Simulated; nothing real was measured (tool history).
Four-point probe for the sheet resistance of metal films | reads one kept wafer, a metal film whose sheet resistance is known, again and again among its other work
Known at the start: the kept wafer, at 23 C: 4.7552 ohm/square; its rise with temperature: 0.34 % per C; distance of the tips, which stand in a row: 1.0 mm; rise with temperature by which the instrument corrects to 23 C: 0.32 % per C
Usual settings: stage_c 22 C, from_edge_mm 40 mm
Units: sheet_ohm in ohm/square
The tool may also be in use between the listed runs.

run	day	stage_c	from_edge_mm	sheet_ohm
1	0.000	22	40	4.790773
2	0.729	22	40	4.790793
3	1.842	30	40	4.799578
4	2.829	22	40	4.791227
5	3.450	22	40	4.791399
6	4.708	22	40	4.792791
7	5.892	22	40	4.792940
8	6.546	22	40	4.794196
# day 6.692: stage's thermometer calibrated
9	7.883	22	40	4.797892
10	8.967	22	40	4.797455
# day 9.617: stage's thermometer calibrated, once more
11	9.700	22	40	4.788002
12	11.075	25	21	4.796376

Forecast run 13:
13	11.717	30	17	?

Run 13 gave sheet_ohm 4.805823 ohm/square.
Without the tool's hidden state the same run would have given sheet_ohm 4.772352 ohm/square.

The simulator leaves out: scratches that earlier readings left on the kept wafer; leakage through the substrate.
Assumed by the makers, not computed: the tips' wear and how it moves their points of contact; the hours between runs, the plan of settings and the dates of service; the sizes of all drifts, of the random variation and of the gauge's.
